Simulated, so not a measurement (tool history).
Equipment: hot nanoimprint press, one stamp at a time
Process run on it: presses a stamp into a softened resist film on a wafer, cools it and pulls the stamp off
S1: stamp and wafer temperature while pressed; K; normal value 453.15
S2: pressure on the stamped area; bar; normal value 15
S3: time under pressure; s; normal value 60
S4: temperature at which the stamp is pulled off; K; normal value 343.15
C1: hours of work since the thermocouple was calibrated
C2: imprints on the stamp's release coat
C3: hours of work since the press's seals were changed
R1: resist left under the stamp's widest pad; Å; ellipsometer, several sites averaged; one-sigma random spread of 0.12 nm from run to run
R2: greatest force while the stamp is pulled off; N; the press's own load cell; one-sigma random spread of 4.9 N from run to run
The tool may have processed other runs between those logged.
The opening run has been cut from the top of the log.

| run | hour | S1 | S2 | S3 | S4 | C1 | C2 | C3 | R1 | R2 |
|---|---|---|---|---|---|---|---|---|---|---|
| 2 | 31.5 | 453.15 | 15 | 60 | 343.15 | 488 | 1151 | 23 | 970 | 233 |
| 3 | 70.5 | 453.15 | 15 | 60 | 343.15 | 508 | 1259 | 44 | 969 | 226 |
|  | 80.2 | plate thermocouple calibrated |
| 4 | 98.4 | 453.15 | 21.6 | 60 | 343.15 | 9 | 1329 | 56 | 816 | 238 |
| 5 | 137 | 453.15 | 21.6 | 60 | 343.15 | 29 | 1436 | 76 | 816 | 238 |
| 6 | 172.3 | 453.15 | 15 | 60 | 343.15 | 48 | 1534 | 95 | 970 | 242 |
| 7 | 196.8 | 453.15 | 15 | 60 | 343.15 | 60 | 1603 | 107 | 971 | 248 |
| 8 | 229.1 | 453.15 | 15 | 60 | 346.15 | 77 | 1693 | 124 | 970 | 231 |
| 9 | 260.7 | 453.15 | 15 | 60 | 346.15 | 93 | 1781 | 140 | 970 | 224 |
| 10 | 297.5 | 453.15 | 15 | 60 | 346.15 | 112 | 1883 | 160 | 972 | 229 |
| 11 | 332.6 | 453.15 | 15 | 60 | 343.15 | 131 | 1981 | 178 | 973 | 240 |
|  | 340.7 | stamp cleaned and given a new release coat |
| 12 | 367.6 | 453.15 | 15 | 60 | 343.15 | 146 | 75 | 193 | 971 | 235 |
| 13 | 404 | 453.15 | 15 | 60 | 343.15 | 164 | 176 | 212 | 973 | 241 |
| 14 | 429.2 | 453.15 | 15 | 60 | 343.15 | 178 | 247 | 225 | 974 | 238 |
| 15 | 472.1 | 453.15 | 15 | 60 | 343.15 | 200 | 366 | 247 | 973 | 242 |
| 16 | 507.8 | 453.15 | 11.6 | 38 | 340.15 | 218 | 465 | 265 | 1257 | 253 |
| 17 | 544.4 | 443.15 | 16.9 | 50 | 340.15 | 237 | 567 | 284 | 1382 | 247 |
| 18 | 582.3 | 453.15 | 21.8 | 84 | 351.15 | 257 | 673 | 304 | 718 | 213 |
| 19 | 607.6 | 451.15 | 15 | 60 | 341.15 | 270 | 743 | 317 | 1047 | 252 |
| 20 | 641.7 | 451.15 | 15 | 60 | 341.15 | 288 | 838 | 335 | 1052 | 249 |
| 21 | 673.5 | 459.15 | 15 | 60 | 343.15 | 304 | 926 | 351 | 779 | 243 |
| 22 | 714.1 | 459.15 | 16.9 | 60 | 347.15 | 325 | 1039 | 372 | 735 | 224 |
| 23 | 738.5 | 460.15 | 15 | 60 | 339.15 | 338 | 1107 | 385 | 748 | 248 |
| 24 | 780.4 | 462.15 | 9.9 | 62 | 348.15 | 359 | 1224 | 406 | 847 | 219 |
| 25 | 818.1 | 462.15 | 9.9 | 62 | 348.15 | 379 | 1329 | 426 | 849 | 223 |

Run 26, settings as shown, results not yet in. Your forecast:
| 26 | 839.7 | 443.15 | 22.1 | 31 | 336.15 | 390 | 1389 | 437 | ? | ? |

Run 26 measured R1 1432 Å, R2 262 N.
The same run, on a tool lacking any hidden state, would have yielded R1 1418 Å, R2 260 N.
